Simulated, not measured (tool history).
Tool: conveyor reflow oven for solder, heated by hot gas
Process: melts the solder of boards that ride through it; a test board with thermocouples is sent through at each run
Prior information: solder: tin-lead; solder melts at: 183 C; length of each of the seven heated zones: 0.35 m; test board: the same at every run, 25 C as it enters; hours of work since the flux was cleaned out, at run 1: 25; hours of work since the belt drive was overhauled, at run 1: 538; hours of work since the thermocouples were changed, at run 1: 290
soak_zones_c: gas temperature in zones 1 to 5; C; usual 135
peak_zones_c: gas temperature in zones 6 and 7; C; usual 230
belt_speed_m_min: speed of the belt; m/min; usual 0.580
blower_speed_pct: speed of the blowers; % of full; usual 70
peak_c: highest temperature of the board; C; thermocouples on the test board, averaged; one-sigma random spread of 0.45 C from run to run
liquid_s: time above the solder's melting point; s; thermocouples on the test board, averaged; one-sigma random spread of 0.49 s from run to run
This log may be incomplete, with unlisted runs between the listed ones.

run	hour	soak_zones_c	peak_zones_c	belt_speed_m_min	blower_speed_pct	hours of work since the flux was cleaned out	hours of work since the belt drive was overhauled	hours of work since the thermocouples were changed	peak_c	liquid_s
1	0.0	135	230	0.580	70	25	538	290	214.7	51.3
2	20.6	135	230	0.580	70	41	554	306	215.2	51.4
3	49.3	135	230	0.580	70	62	575	327	215.2	51.7
4	75.5	135	230	0.580	70	82	595	347	214.4	50.7
5	100.8	135	230	0.580	70	101	614	366	214.7	51.9
6	123.3	135	230	0.566	70	118	631	383	215.0	54.1
7	138.3	144	230	0.580	70	129	642	394	214.9	54.7
8	162.4	144	230	0.580	70	147	660	412	215.9	55.4
9	187.5	144	230	0.580	70	166	679	431	216.2	54.9
10	209.6	135	230	0.485	70	183	696	448	218.6	66.3
11	227.6	135	230	0.485	70	196	709	461	219.9	67.6
12	241.1	135	236	0.580	70	206	719	471	219.4	55.0
13	263.5	135	236	0.580	70	223	736	488	219.3	55.2
14	289.4	135	236	0.580	70	243	756	508	219.6	54.1
15	314.1	135	236	0.580	70	261	774	526	219.5	54.1
16	341.8	135	236	0.580	70	282	795	547	218.5	55.6
17	363.9	149	230	0.534	70	299	812	563	218.4	65.2
18	389.2	149	230	0.534	70	318	831	583	218.2	65.5
19	408.4	125	221	0.580	70	332	845	597	204.6	39.8
20	435.7	143	221	0.580	68	353	866	617	207.3	47.6
21	459.3	143	221	0.580	68	370	883	635	207.8	47.8
22	477.6	143	221	0.580	68	384	897	649	207.4	48.0
23	489.8	143	221	0.580	68	393	906	658	207.2	47.2
24	502.6	141	236	0.694	78	403	916	668	216.5	45.6
# hour 522.3: flux residue cleaned out of gas plates and filters
25	522.3	143	230	0.661	70	0	927	679	210.3	44.4
26	538.4	141	227	0.696	73	12	939	691	207.9	39.0
27	554.0	135	234	0.580	70	24	951	703	217.8	53.9
28	572.0	133	237	0.553	89	37	964	716	226.7	62.1
29	594.2	133	237	0.553	89	54	981	733	226.5	63.0
30	623.9	121	237	0.553	89	76	1003	755	224.3	58.4
31	646.5	123	237	0.598	89	93	1020	772	222.6	53.3
32	672.8	122	237	0.614	80	113	1040	792	219.0	48.6

What differs in the tool's unlogged condition from the final listed run ahead of each entry between runs to the first listed run following it?
Logged between run 24 and run 25: flux residue cleaned out of gas plates and filters (hour 522.3)
  heat that the gas passes to the board, % of a clean oven's: 99.7 -> 100
